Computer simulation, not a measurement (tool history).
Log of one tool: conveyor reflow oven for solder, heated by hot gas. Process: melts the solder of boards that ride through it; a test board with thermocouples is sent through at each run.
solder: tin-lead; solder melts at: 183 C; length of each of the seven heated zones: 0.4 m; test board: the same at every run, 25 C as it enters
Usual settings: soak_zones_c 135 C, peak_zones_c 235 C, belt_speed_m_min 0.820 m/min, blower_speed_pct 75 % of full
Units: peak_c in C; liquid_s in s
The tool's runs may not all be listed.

Run 1, hour 0.0: usual settings. Result: peak_c 217.8 C, liquid_s 43.3 s.
Run 2, hour 39.6: usual settings. Result: peak_c 217.9 C, liquid_s 43.2 s.
Run 3, hour 62.5: usual settings. Result: peak_c 217.9 C, liquid_s 43.4 s.
Run 4, hour 98.0: usual settings. Result: peak_c 218.2 C, liquid_s 43.4 s.
Run 5, hour 120.5: usual settings. Result: peak_c 218.2 C, liquid_s 43.2 s.
Run 6, hour 161.1: usual settings but blower_speed_pct 66 % of full. Result: peak_c 216.2 C, liquid_s 41.9 s.
Run 7, hour 213.1: usual settings but blower_speed_pct 66 % of full. Result: peak_c 216.3 C, liquid_s 41.7 s.
Run 8, hour 241.6: usual settings but blower_speed_pct 76 % of full. Result: peak_c 217.8 C, liquid_s 43.4 s.
Run 9, hour 272.1: usual settings. Result: peak_c 218.0 C, liquid_s 43.2 s.
Run 10, hour 305.1: usual settings. Result: peak_c 218.1 C, liquid_s 43.3 s.
Run 11, hour 326.3: usual settings but peak_zones_c 223 C. Result: peak_c 207.6 C, liquid_s 36.6 s.
Run 12, hour 369.4: usual settings. Result: peak_c 217.8 C, liquid_s 43.1 s.
Run 13, hour 403.2: usual settings but belt_speed_m_min 0.704 m/min, blower_speed_pct 68 % of full. Result: peak_c 221.4 C, liquid_s 53.1 s.
At hour 423.4: flux residue cleaned out of gas plates and filters.
Run 14, hour 455.8: usual settings but soak_zones_c 120 C, peak_zones_c 237 C, belt_speed_m_min 0.887 m/min, blower_speed_pct 73 % of full. Result: peak_c 214.2 C, liquid_s 33.8 s.
Run 15, hour 477.6: usual settings but soak_zones_c 120 C, peak_zones_c 237 C, belt_speed_m_min 0.887 m/min, blower_speed_pct 73 % of full. Result: peak_c 213.4 C, liquid_s 33.8 s.
Run 16, hour 498.7: usual settings but peak_zones_c 231 C. Result: peak_c 214.5 C, liquid_s 41.6 s.
Run 17, hour 521.2: usual settings but soak_zones_c 121 C, peak_zones_c 247 C, belt_speed_m_min 0.927 m/min, blower_speed_pct 86 % of full. Result: peak_c 223.6 C, liquid_s 37.6 s.
Run 18, hour 562.1: usual settings but belt_speed_m_min 0.942 m/min. Result: peak_c 213.2 C, liquid_s 34.6 s.
Run 19, hour 595.2: usual settings but belt_speed_m_min 0.942 m/min. Result: peak_c 213.0 C, liquid_s 34.6 s.
Run 20, hour 642.2: usual settings but soak_zones_c 126 C, blower_speed_pct 69 % of full. Result: peak_c 214.6 C, liquid_s 39.4 s.
Run 21, hour 690.3: usual settings but soak_zones_c 126 C, blower_speed_pct 69 % of full. Result: peak_c 215.1 C, liquid_s 39.4 s.
Run 22, hour 736.6: usual settings but soak_zones_c 126 C, blower_speed_pct 69 % of full. Result: peak_c 214.5 C, liquid_s 39.3 s.
Run 23, hour 764.4: usual settings but soak_zones_c 137 C. Result: peak_c 218.1 C, liquid_s 43.9 s.
Run 24, hour 815.7: usual settings but soak_zones_c 137 C. Result: peak_c 218.3 C, liquid_s 43.8 s.

5 ways to go on from here, each from the tool as it stands after run 24. What would each give?
Run A, hour 847.2: usual settings but peak_zones_c 232 C. Result: peak_c ?, liquid_s ?.
Run B, hour 847.2: usual settings but soak_zones_c 138 C, belt_speed_m_min 0.912 m/min, blower_speed_pct 51 % of full. Result: peak_c ?, liquid_s ?.
Run C, hour 847.2: usual settings but soak_zones_c 140 C. Result: peak_c ?, liquid_s ?.
Run D, hour 847.2: usual settings but soak_zones_c 137 C, belt_speed_m_min 0.804 m/min. Result: peak_c ?, liquid_s ?.
Run E, hour 847.2: usual settings but soak_zones_c 145 C. Result: peak_c ?, liquid_s ?.

run  peak_c  liquid_s
  A   215.2      42.0
  B   208.7      32.7
  C   219.0      44.8
  D   218.9      45.3
  E   219.3      47.1
Without the tool's hidden state the same runs would have given:
run  peak_c  liquid_s
  A   215.3      42.1
  B   208.7      32.7
  C   219.1      44.8
  D   219.0      45.4
  E   219.4      47.1

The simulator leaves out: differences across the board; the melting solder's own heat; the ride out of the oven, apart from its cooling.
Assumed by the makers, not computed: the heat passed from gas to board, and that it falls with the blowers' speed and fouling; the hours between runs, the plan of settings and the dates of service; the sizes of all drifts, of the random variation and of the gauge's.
